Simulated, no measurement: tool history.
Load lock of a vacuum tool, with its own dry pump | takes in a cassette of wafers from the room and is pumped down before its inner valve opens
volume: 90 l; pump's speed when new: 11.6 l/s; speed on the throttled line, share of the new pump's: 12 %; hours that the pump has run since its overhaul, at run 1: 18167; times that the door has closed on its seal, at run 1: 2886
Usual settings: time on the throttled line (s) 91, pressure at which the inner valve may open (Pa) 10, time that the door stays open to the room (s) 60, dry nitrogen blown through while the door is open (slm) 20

run    hour  time on the throttled line (s)  pressure at which the inner valve may open (Pa)  time that the door stays open to the room (s)  dry nitrogen blown through while the door is open (slm)  hours that the pump has run since its overhaul  times that the door has closed on its seal  incoming humidity of the room's air, %  time from the closed door until the inner valve may open (s)  rise of the pressure with all valves shut (Pa/min)
  1       0                              91                                               10                                             60                                                       20                                           18167                                        2886                                    44.8                                                         159.2                                               0.042
  2    79.3                              91                                               10                                             60                                                       20                                           18246                                        3011                                    46.4                                                         158.3                                                0.04
  3     241                              91                                               10                                             60                                                       20                                           18408                                        3265                                    43.7                                                         159.2                                               0.043
  4   369.4                              91                                               10                                             60                                                       20                                           18536                                        3468                                    47.6                                                         159.6                                               0.045
  5   494.1                              91                                               10                                             60                                                       20                                           18661                                        3664                                    41.4                                                         159.8                                                0.04
  6   606.5                              91                                               10                                             60                                                       20                                           18773                                        3842                                    45.1                                                         159.6                                               0.045
  7   733.7                              91                                               10                                             60                                                       11                                           18900                                        4042                                    46.3                                                         159.8                                               0.049
  8   830.6                              91                                               12                                             60                                                       11                                           18997                                        4195                                    48.9                                                         157.7                                               0.058
  9   996.3                              91                                               12                                             60                                                       11                                           19163                                        4456                                    45.2                                                         157.9                                               0.048
 10  1097.8                              91                                               12                                             60                                                        4                                           19264                                        4616                                    46.2                                                         157.6                                               0.066
 11  1240.9                              91                                               10                                             60                                                       20                                           19407                                        4841                                    47.1                                                         159.8                                               0.044
 12  1316.6                              75                                               10                                             60                                                       20                                           19483                                        4961                                    45.3                                                         145.3                                               0.043
 13  1427.1                              91                                               10                                             39                                                       20                                           19594                                        5135                                    44.4                                                         159.8                                               0.046
 14    1551                              91                                               10                                             39                                                       20                                           19718                                        5330                                    45.8                                                         160.4                                               0.044
 15  1718.6                              91                                               10                                             39                                                       20                                           19885                                        5594                                    47.3                                                         160.1                                               0.052
 16  1793.9                              91                                               18                                             39                                                       20                                           19960                                        5713                                    42.1                                                         154.4                                                0.04
 17  1953.8                              91                                               18                                             39                                                       20                                           20120                                        5965                                    45.3                                                         154.5                                               0.051
 18  2042.8                              91                                               10                                             60                                                       20                                           20209                                        6106                                    46.2                                                         160.2                                               0.053
 19  2203.1                              91                                               12                                             60                                                        4                                           20370                                        6358                                    48.6                                                         158.9                                               0.075
 20  2366.4                              91                                                9                                             55                                                       20                                           20533                                        6616                                    44.5                                                         160.7                                               0.053
 21  2471.3                              91                                               17                                             55                                                       20                                           20638                                        6781                                    48.6                                                         154.3                                               0.048
 22  2554.7                              91                                               17                                             55                                                       20                                           20721                                        6912                                      46                                                           156                                               0.058
 23  2663.7                              75                                               17                                             48                                                       13                                           20830                                        7084                                      45                                                         141.2                                               0.062
 24  2807.9                              75                                               17                                             48                                                       13                                           20974                                        7311                                    45.8                                                         141.9                                               0.061
 25  2974.6                              91                                               10                                             29                                                       20                                           21141                                        7574                                    41.9                                                         159.9                                               0.049
 26  3086.1                              91                                               10                                             29                                                       20                                           21253                                        7750                                    44.5                                                         160.6                                                0.05
 27  3262.4                             111                                               16                                             29                                                       20                                           21429                                        8028                                    42.2                                                         173.1                                               0.051
 28  3391.9                              61                                               13                                             60                                                       20                                           21558                                        8232                                      48                                                         132.2                                               0.059
 29  3548.7                              91                                               11                                             79                                                       20                                           21715                                        8479                                    44.5                                                         160.2                                               0.065
 30  3627.1                              91                                               11                                             79                                                       20                                           21794                                        8603                                    47.1                                                         159.5                                               0.067
 31    3700                              91                                               11                                             79                                                       20                                           21867                                        8718                                    45.5                                                           160                                               0.068
 32  3877.2                              79                                               10                                             60                                                       13                                           22044                                        8997                                    46.6                                                         151.1                                               0.066
 33  3957.5                              79                                               10                                             60                                                       13                                           22124                                        9123                                    44.3                                                         150.6                                               0.074
 34  4037.6                              79                                               10                                             60                                                       13                                           22204                                        9250                                    47.1                                                         150.6                                               0.068
 35  4210.9                              97                                               12                                            200                                                       26                                           22377                                        9523                                    42.8                                                         164.3                                               0.074
 36    4381                             155                                               14                                             69                                                        5                                           22548                                        9791                                    44.4                                                         212.4                                               0.086

The same runs without the tool's hidden state, with the same run-to-run variation:
The hidden state here: pump's speed, % of a new pump's; leak at the door's seal, Pa l/s; drift of the gauge itself on ready_s, %; drift of the gauge itself on rise_pa_min, %.
run  time from the closed door until the inner valve may open (s)  rise of the pressure with all valves shut (Pa/min)
  1                                                         152.4                                               0.033
  2                                                         151.4                                               0.031
  3                                                         152.3                                               0.033
  4                                                         152.6                                               0.035
  5                                                         152.8                                               0.029
  6                                                         152.5                                               0.034
  7                                                         152.6                                               0.037
  8                                                         150.8                                               0.045
  9                                                           151                                               0.035
 10                                                         150.6                                               0.052
 11                                                         152.5                                               0.029
 12                                                         137.9                                               0.028
 13                                                         152.3                                                0.03
 14                                                         152.9                                               0.028
 15                                                         152.6                                               0.035
 16                                                         147.4                                               0.022
 17                                                         147.5                                               0.032
 18                                                         152.5                                               0.033
 19                                                         151.4                                               0.055
 20                                                         152.7                                               0.032
 21                                                           147                                               0.025
 22                                                         148.6                                               0.036
 23                                                         133.8                                               0.039
 24                                                         134.3                                               0.037
 25                                                         151.8                                               0.023
 26                                                         152.5                                               0.024
 27                                                         165.9                                               0.024
 28                                                         123.7                                               0.031
 29                                                         151.9                                               0.035
 30                                                         151.2                                               0.038
 31                                                         151.7                                               0.038
 32                                                         142.5                                               0.035
 33                                                           142                                               0.043
 34                                                         141.9                                               0.036
 35                                                         156.2                                                0.04
 36                                                         205.2                                               0.052

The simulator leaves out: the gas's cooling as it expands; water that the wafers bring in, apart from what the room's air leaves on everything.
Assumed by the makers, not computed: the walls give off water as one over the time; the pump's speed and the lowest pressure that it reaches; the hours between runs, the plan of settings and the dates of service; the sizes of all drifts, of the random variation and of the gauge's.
